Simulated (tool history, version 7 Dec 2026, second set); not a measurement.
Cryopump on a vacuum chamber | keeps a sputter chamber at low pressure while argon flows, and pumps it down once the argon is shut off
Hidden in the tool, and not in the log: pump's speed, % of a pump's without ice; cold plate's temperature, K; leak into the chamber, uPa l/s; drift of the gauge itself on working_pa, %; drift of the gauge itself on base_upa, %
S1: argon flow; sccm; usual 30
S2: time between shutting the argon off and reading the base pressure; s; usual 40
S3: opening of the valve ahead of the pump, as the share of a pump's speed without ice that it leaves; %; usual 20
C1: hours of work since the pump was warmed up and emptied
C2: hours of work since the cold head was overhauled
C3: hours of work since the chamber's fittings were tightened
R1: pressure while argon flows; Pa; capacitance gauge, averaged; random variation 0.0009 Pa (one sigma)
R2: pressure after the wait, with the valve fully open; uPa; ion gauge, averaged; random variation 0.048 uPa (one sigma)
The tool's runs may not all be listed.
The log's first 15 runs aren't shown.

| run | hour | S1 | S2 | S3 | C1 | C2 | C3 | R1 | R2 |
|---|---|---|---|---|---|---|---|---|---|
| 16 | 244.4 | 16 | 40 | 20 | 503 | 503 | 1147 | 0.1059 | 3.65 |
| 17 | 262.3 | 16 | 40 | 20 | 512 | 512 | 1156 | 0.1053 | 3.63 |
| 18 | 275.2 | 19 | 30 | 34 | 518 | 518 | 1162 | 0.0764 | 4.42 |
| 19 | 286.6 | 32 | 88 | 25 | 524 | 524 | 1168 | 0.1717 | 1.99 |
| 20 | 304.3 | 18 | 27 | 33 | 533 | 533 | 1177 | 0.0754 | 4.89 |
| 21 | 321.8 | 43 | 158 | 21 | 541 | 541 | 1185 | 0.2705 | 1.58 |
| 22 | 342.3 | 26 | 292 | 18 | 552 | 552 | 1196 | 0.1894 | 1.25 |
| 23 | 356.5 | 26 | 22 | 32 | 559 | 559 | 1203 | 0.1114 | 5.81 |
| 24 | 367.4 | 60 | 99 | 26 | 564 | 564 | 1208 | 0.3128 | 1.96 |
| 25 | 386.1 | 60 | 99 | 26 | 574 | 574 | 1217 | 0.3114 | 1.92 |
| 26 | 401.4 | 57 | 255 | 21 | 581 | 581 | 1225 | 0.3616 | 1.31 |
| 27 | 414.1 | 42 | 176 | 32 | 588 | 588 | 1231 | 0.1810 | 1.54 |
| 28 | 425.2 | 30 | 22 | 23 | 593 | 593 | 1237 | 0.1742 | 5.80 |
| 29 | 451.4 | 15 | 193 | 33 | 606 | 606 | 1250 | 0.0630 | 1.47 |
| 30 | 470.5 | 52 | 161 | 33 | 616 | 616 | 1259 | 0.2186 | 1.58 |
| 31 | 488.6 | 55 | 171 | 35 | 625 | 625 | 1269 | 0.2217 | 1.56 |
| 32 | 511.7 | 55 | 40 | 20 | 636 | 636 | 1280 | 0.3687 | 3.67 |
| 33 | 529.8 | 22 | 40 | 19 | 645 | 645 | 1289 | 0.1560 | 3.71 |

Forecast each of these 4 alternatives for the next run:
| A | 554.8 | 41 | 83 | 28 | 658 | 658 | 1302 | ? | ? |
| B | 554.8 | 14 | 112 | 20 | 658 | 658 | 1302 | ? | ? |
| C | 554.8 | 22 | 40 | 29 | 658 | 658 | 1302 | ? | ? |
| D | 554.8 | 41 | 159 | 45 | 658 | 658 | 1302 | ? | ? |

| run | R1 | R2 |
|---|---|---|
| A | 0.2027 | 2.31 |
| B | 0.0948 | 1.92 |
| C | 0.1054 | 3.72 |
| D | 0.1326 | 1.59 |
Without the tool's hidden state the same runs would have given:
| run | R1 | R2 |
|---|---|---|
| A | 0.1832 | 1.57 |
| B | 0.0880 | 1.18 |
| C | 0.0949 | 2.97 |
| D | 0.1131 | 0.87 |
